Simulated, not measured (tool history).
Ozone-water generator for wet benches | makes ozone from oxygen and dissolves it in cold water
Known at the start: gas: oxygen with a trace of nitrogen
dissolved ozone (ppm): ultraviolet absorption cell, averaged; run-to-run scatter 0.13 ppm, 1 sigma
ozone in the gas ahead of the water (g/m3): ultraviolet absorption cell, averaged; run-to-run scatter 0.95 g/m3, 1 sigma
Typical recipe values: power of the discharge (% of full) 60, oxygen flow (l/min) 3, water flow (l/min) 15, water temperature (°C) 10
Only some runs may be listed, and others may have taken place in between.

run      day  power of the discharge (% of full)  oxygen flow (l/min)  water flow (l/min)  water temperature (°C)  dissolved ozone (ppm)  ozone in the gas ahead of the water (g/m3)
  1        0                                  60                    3                  15                      10                   14.3                                       160.5
  2    4.354                                  60                    3                  15                      10                   14.7                                         160
  3   13.042                                  60                    3                  15                      10                   14.6                                       160.2
  4   18.425                                  60                    3                  15                      10                   14.6                                       159.3
  5   23.508                                  60                    3                  15                       9                   14.6                                         159
  6   27.596                                  60                    3                  15                       9                   14.8                                       158.8
  7   31.571                                  60                    3                  15                       9                     15                                       157.9
  8   37.062                                  60                 2.06                  15                       9                   13.1                                         185
  9   43.762                                  60                    3                  15                      10                   14.7                                       157.5
 10   48.967                                  60                    3                  15                      10                   14.6                                       156.4
 11   56.979                                  60                    3                  15                      10                   14.8                                       157.9
 12   61.429                                  60                    3                  15                      10                   14.7                                       156.8
 13   69.983                                  60                    3                  15                      10                   14.9                                         157
 14   75.242                                  60                    3                  15                      13                   14.1                                       154.9
 15   79.038                                  60                    3                  15                      13                   14.3                                       155.6
      79.612  -- gauge calibrated
 16   82.867                                  60                    3                  15                      13                   14.4                                       159.8
 17   86.875                                  60                    3                  15                      13                   14.2                                       161.9
 18   93.354                                  43                 1.87                   9                       7                   16.8                                       158.2
 19   99.304                                  43                 1.87                   9                       7                   17.1                                       158.6
 20  107.212                                  60                 1.58                  15                       6                     12                                       208.6
 21  112.842                                  60                 1.58                  15                       6                   12.6                                       207.7
     115.004  -- contactor cleaned
 22  121.462                                  60                 1.72                  15                      10                   12.3                                       198.3
 23  130.521                                  60                 1.74                  14                      10                   13.1                                         199
 24  137.933                                  60                 1.88                  15                      10                   12.8                                         191
     139.908  -- water thermometer calibrated
 25  143.442                                  60                 1.88                  15                      10                   12.8                                         192
 26  150.054                                  60                 3.96                  15                      10                   15.6                                       139.1
 27  158.625                                  60                 3.96                  15                      10                   15.5                                       137.9
 28  167.388                                  60                 1.64                  21                      13                    8.4                                         201
 29  171.488                                  60                 1.64                  21                      13                    8.5                                       201.6
 30  177.575                                  75                 4.15                  21                       7                     14                                       154.4
 31  184.658                                  75                 4.15                  21                       7                   13.8                                       154.2
 32  190.475                                  42                    3                  20                      16                    8.4                                       124.4
 33  196.046                                  60                 1.88                  18                      10                   10.6                                       186.8

Same runs, no hidden state in the tool, same run-to-run variation:
The hidden state here: yield of the discharge, % of new electrodes'; contactor's efficiency, % of a clean one's; true water temperature over the reading, C; drift of the gauge itself on ozone_ppm, %; drift of the gauge itself on gas_g_m3, %.
run  ozone in the gas ahead of the water (g/m3)
  1                                       160.7
  2                                       160.3
  3                                       161.1
  4                                       160.5
  5                                       160.5
  6                                       160.6
  7                                         160
  8                                       187.8
  9                                       160.3
 10                                       159.4
 11                                       161.5
 12                                       160.6
 13                                       161.3
 14                                       159.5
 15                                       160.5
 16                                       160.1
 17                                       162.4
 18                                       159.1
 19                                       159.9
 20                                       210.9
 21                                       210.5
 22                                       201.6
 23                                         203
 24                                       195.5
 25                                       196.8
 26                                       143.1
 27                                       142.2
 28                                         208
 29                                         209
 30                                       160.5
 31                                       160.7
 32                                       129.9
 33                                       195.5
dissolved ozone (ppm): within 0.1 of the measured result in every run.
